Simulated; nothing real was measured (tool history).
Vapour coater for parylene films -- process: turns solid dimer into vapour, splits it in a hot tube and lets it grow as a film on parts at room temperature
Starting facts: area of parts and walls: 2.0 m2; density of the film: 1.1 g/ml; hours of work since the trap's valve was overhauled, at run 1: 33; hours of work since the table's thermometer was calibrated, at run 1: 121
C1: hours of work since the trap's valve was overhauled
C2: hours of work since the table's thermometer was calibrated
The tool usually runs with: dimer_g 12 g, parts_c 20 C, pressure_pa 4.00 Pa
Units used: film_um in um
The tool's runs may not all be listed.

{"run": 1, "hour": 0.0, "dimer_g": 12, "parts_c": 20, "pressure_pa": 4.0, "C1": 33, "C2": 121, "film_um": 4.04}
{"run": 2, "hour": 10.2, "dimer_g": 12, "parts_c": 20, "pressure_pa": 4.0, "C1": 40, "C2": 128, "film_um": 4.1}
{"run": 3, "hour": 22.8, "dimer_g": 12, "parts_c": 20, "pressure_pa": 6.45, "C1": 49, "C2": 137, "film_um": 3.75}
{"run": 4, "hour": 38.0, "dimer_g": 12, "parts_c": 20, "pressure_pa": 6.45, "C1": 60, "C2": 148, "film_um": 3.74}
{"run": 5, "hour": 52.4, "dimer_g": 12, "parts_c": 24, "pressure_pa": 4.0, "C1": 70, "C2": 158, "film_um": 3.49}
{"run": 6, "hour": 69.0, "dimer_g": 12, "parts_c": 24, "pressure_pa": 4.0, "C1": 82, "C2": 170, "film_um": 3.49}
{"run": 7, "hour": 93.7, "dimer_g": 12, "parts_c": 14, "pressure_pa": 4.0, "C1": 100, "C2": 187, "film_um": 5.04}
{"run": 8, "hour": 110.5, "dimer_g": 12, "parts_c": 20, "pressure_pa": 6.86, "C1": 112, "C2": 199, "film_um": 3.69}
{"run": 9, "hour": 127.6, "dimer_g": 12, "parts_c": 20, "pressure_pa": 6.86, "C1": 124, "C2": 211, "film_um": 3.68}
{"run": 10, "hour": 141.8, "dimer_g": 12, "parts_c": 20, "pressure_pa": 3.72, "C1": 134, "C2": 221, "film_um": 4.07}
{"run": 11, "hour": 163.6, "dimer_g": 12, "parts_c": 20, "pressure_pa": 3.72, "C1": 149, "C2": 237, "film_um": 4.1}
{"run": 12, "hour": 179.8, "dimer_g": 12, "parts_c": 20, "pressure_pa": 3.72, "C1": 161, "C2": 248, "film_um": 4.1}
{"run": 13, "hour": 197.8, "dimer_g": 12, "parts_c": 20, "pressure_pa": 3.72, "C1": 174, "C2": 261, "film_um": 4.08}
{"run": 14, "hour": 212.3, "dimer_g": 12, "parts_c": 20, "pressure_pa": 3.72, "C1": 184, "C2": 271, "film_um": 4.07}
{"run": 15, "hour": 225.2, "dimer_g": 12, "parts_c": 20, "pressure_pa": 4.0, "C1": 193, "C2": 280, "film_um": 4.03}
{"run": 16, "hour": 235.7, "dimer_g": 12, "parts_c": 20, "pressure_pa": 4.0, "C1": 201, "C2": 288, "film_um": 4.03}
{"run": 17, "hour": 259.1, "dimer_g": 12, "parts_c": 30, "pressure_pa": 4.0, "C1": 217, "C2": 305, "film_um": 2.78}
{"hour": 265.0, "done": "trap's valve overhauled"}
{"run": 18, "hour": 278.7, "dimer_g": 12, "parts_c": 30, "pressure_pa": 4.0, "C1": 10, "C2": 316, "film_um": 2.76}
{"run": 19, "hour": 294.7, "dimer_g": 12, "parts_c": 30, "pressure_pa": 4.0, "C1": 21, "C2": 327, "film_um": 2.78}
{"run": 20, "hour": 308.2, "dimer_g": 12, "parts_c": 31, "pressure_pa": 4.0, "C1": 31, "C2": 337, "film_um": 2.67}
{"run": 21, "hour": 329.5, "dimer_g": 12, "parts_c": 13, "pressure_pa": 4.0, "C1": 46, "C2": 352, "film_um": 5.2}
{"run": 22, "hour": 350.2, "dimer_g": 12, "parts_c": 19, "pressure_pa": 4.11, "C1": 60, "C2": 366, "film_um": 4.14}
{"run": 23, "hour": 365.9, "dimer_g": 12, "parts_c": 19, "pressure_pa": 4.11, "C1": 72, "C2": 378, "film_um": 4.15}
{"run": 24, "hour": 384.3, "dimer_g": 12, "parts_c": 16, "pressure_pa": 4.0, "C1": 85, "C2": 391, "film_um": 4.63}
{"run": 25, "hour": 406.9, "dimer_g": 12, "parts_c": 16, "pressure_pa": 4.0, "C1": 101, "C2": 407, "film_um": 4.65}
{"run": 26, "hour": 425.9, "dimer_g": 12, "parts_c": 16, "pressure_pa": 4.0, "C1": 114, "C2": 420, "film_um": 4.66}
{"run": 27, "hour": 444.3, "dimer_g": 12, "parts_c": 16, "pressure_pa": 4.0, "C1": 127, "C2": 433, "film_um": 4.63}
{"run": 28, "hour": 461.0, "dimer_g": 12, "parts_c": 16, "pressure_pa": 4.0, "C1": 139, "C2": 445, "film_um": 4.67}
{"run": 29, "hour": 473.8, "dimer_g": 12, "parts_c": 16, "pressure_pa": 4.0, "C1": 148, "C2": 454, "film_um": 4.59}
{"run": 30, "hour": 490.9, "dimer_g": 12, "parts_c": 23, "pressure_pa": 2.63, "C1": 160, "C2": 466, "film_um": 3.82}
{"run": 31, "hour": 506.0, "dimer_g": 12, "parts_c": 14, "pressure_pa": 2.45, "C1": 171, "C2": 477, "film_um": 5.27}
{"run": 32, "hour": 529.9, "dimer_g": 10, "parts_c": 29, "pressure_pa": 3.89, "C1": 188, "C2": 494, "film_um": 2.4}
{"run": 33, "hour": 543.3, "dimer_g": 10, "parts_c": 29, "pressure_pa": 3.89, "C1": 198, "C2": 504, "film_um": 2.4}
{"run": 34, "hour": 558.2, "dimer_g": 10, "parts_c": 29, "pressure_pa": 3.89, "C1": 208, "C2": 514, "film_um": 2.4}
{"hour": 576.7, "done": "trap's valve overhauled"}
{"run": 35, "hour": 584.1, "dimer_g": 10, "parts_c": 29, "pressure_pa": 3.89, "C1": 5, "C2": 530, "film_um": 2.38}
{"run": 36, "hour": 606.8, "dimer_g": 10, "parts_c": 13, "pressure_pa": 3.63, "C1": 21, "C2": 546, "film_um": 4.37}
{"run": 37, "hour": 622.4, "dimer_g": 12, "parts_c": 28, "pressure_pa": 3.23, "C1": 32, "C2": 557, "film_um": 3.08}
{"run": 38, "hour": 640.0, "dimer_g": 7, "parts_c": 21, "pressure_pa": 8.65, "C1": 45, "C2": 569, "film_um": 1.96}
{"run": 39, "hour": 652.8, "dimer_g": 16, "parts_c": 24, "pressure_pa": 4.0, "C1": 54, "C2": 578, "film_um": 4.58}
{"run": 40, "hour": 676.2, "dimer_g": 16, "parts_c": 24, "pressure_pa": 4.0, "C1": 71, "C2": 595, "film_um": 4.56}
{"run": 41, "hour": 691.9, "dimer_g": 16, "parts_c": 24, "pressure_pa": 4.0, "C1": 82, "C2": 606, "film_um": 4.55}

Below are 5 alternative next runs, each starting from the tool's condition after run 41. Predict each:
{"run": "A", "hour": 712.9, "dimer_g": 15, "parts_c": 16, "pressure_pa": 4.01, "C1": 97, "C2": 621, "film_um": "?"}
{"run": "B", "hour": 712.9, "dimer_g": 12, "parts_c": 15, "pressure_pa": 4.0, "C1": 97, "C2": 621, "film_um": "?"}
{"run": "C", "hour": 712.9, "dimer_g": 16, "parts_c": 14, "pressure_pa": 4.0, "C1": 97, "C2": 621, "film_um": "?"}
{"run": "D", "hour": 712.9, "dimer_g": 7, "parts_c": 30, "pressure_pa": 5.46, "C1": 97, "C2": 621, "film_um": "?"}
{"run": "E", "hour": 712.9, "dimer_g": 8, "parts_c": 17, "pressure_pa": 6.35, "C1": 97, "C2": 621, "film_um": "?"}

run=A film_um=5.71
run=B film_um=4.77
run=C film_um=6.60
run=D film_um=1.50
run=E film_um=2.73
Had the tool no hidden state, the same runs would have come out as:
run=A film_um=5.84
run=B film_um=4.88
run=C film_um=6.76
run=D film_um=1.54
run=E film_um=2.79
